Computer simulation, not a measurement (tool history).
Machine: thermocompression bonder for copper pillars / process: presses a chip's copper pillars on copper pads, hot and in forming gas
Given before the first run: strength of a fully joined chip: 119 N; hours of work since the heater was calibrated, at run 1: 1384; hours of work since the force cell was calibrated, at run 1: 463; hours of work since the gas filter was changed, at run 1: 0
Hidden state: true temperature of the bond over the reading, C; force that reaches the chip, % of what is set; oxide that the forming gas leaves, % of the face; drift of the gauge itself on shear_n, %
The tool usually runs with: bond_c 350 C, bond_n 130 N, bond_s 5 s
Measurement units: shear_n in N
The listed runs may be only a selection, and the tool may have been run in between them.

run,hour,bond_c,bond_n,bond_s,hours of work since the heater was calibrated,hours of work since the force cell was calibrated,hours of work since the gas filter was changed,shear_n
1,0,350,130,5,1384,463,0,71.8
2,55.6,350,130,12,1422,501,38,91.6
3,92.8,350,130,12,1447,526,64,90.7
4,124.4,350,130,12,1469,548,85,92.2
5,160.3,373,130,5,1494,572,110,85.4
# hour 167.5: heater calibrated with a thermocouple chip
6,206.3,350,140,5,27,603,140,74.8
7,258.5,350,140,5,62,638,176,75.2
8,297.8,339,140,5,89,665,203,69.2
9,331.3,339,140,5,112,688,226,69.5
# hour 352.4: forming gas filter changed
10,392.4,350,130,5,154,730,27,72.3
11,418.9,350,130,5,172,748,46,72.1
12,475.9,350,130,5,211,787,85,72.5
13,509.7,350,130,5,234,810,108,71.6
14,548.4,350,130,5,261,837,134,71.8
15,605.4,350,130,5,300,876,173,72.8
16,664.7,350,130,5,340,916,214,72.7
# hour 701: forming gas filter changed
17,714.2,350,130,5,374,950,9,72.1
18,758.2,350,130,5,404,980,39,72.8
19,797.5,350,130,5,431,1007,66,73.1
20,823.6,350,130,5,449,1025,84,73.4
21,857,368,78,9,472,1048,107,78.9
22,903.1,350,180,13,503,1079,138,100.5
23,959.6,350,180,3,542,1118,177,72.2
24,989.3,375,180,13,562,1138,198,109.9
25,1022.7,330,130,3,585,1161,220,50.3
# hour 1050.2: forming gas filter changed
26,1058.6,347,85,4,609,1185,6,53.2
# hour 1063.4: force cell calibrated
27,1100.3,347,85,4,637,25,33,53.5
28,1163.9,375,113,4,681,69,77,78
29,1209.6,350,117,3,712,100,108,58.3
30,1252.8,350,117,3,742,130,138,58.3
31,1289.2,371,122,5,766,155,163,83.1
32,1317.3,371,122,5,786,174,182,82.3
33,1349,322,169,3,807,196,204,52.5
34,1389,361,125,3,835,223,231,67.9
# hour 1402.8: forming gas filter changed
35,1439.8,350,104,13,869,258,25,86.5
36,1471.6,355,107,13,891,279,47,89.5
37,1503.3,337,157,4,913,301,69,66.4
38,1547.7,337,157,4,943,331,99,65.6
39,1596.6,360,81,3,977,365,133,52.5
40,1659.4,360,81,3,1020,408,176,53.8

Hidden state at the last listed run before each entry between runs and at the first one after, where it differs:
Logged between run 5 and run 6: heater calibrated with a thermocouple chip (hour 167.5)
  true temperature of the bond over the reading, C: -0.3 -> 0; oxide that the forming gas leaves, % of the face: 0.64 -> 0.69
Logged between run 9 and run 10: forming gas filter changed (hour 352.4)
  oxide that the forming gas leaves, % of the face: 0.8 -> 0.54
Logged between run 16 and run 17: forming gas filter changed (hour 701)
  oxide that the forming gas leaves, % of the face: 0.78 -> 0.51
Logged between run 25 and run 26: forming gas filter changed (hour 1050.2)
  oxide that the forming gas leaves, % of the face: 0.79 -> 0.51
Logged between run 26 and run 27: force cell calibrated (hour 1063.4)
  force that reaches the chip, % of what is set: 99.7 -> 100; oxide that the forming gas leaves, % of the face: 0.51 -> 0.54
Logged between run 34 and run 35: forming gas filter changed (hour 1402.8)
  oxide that the forming gas leaves, % of the face: 0.8 -> 0.54
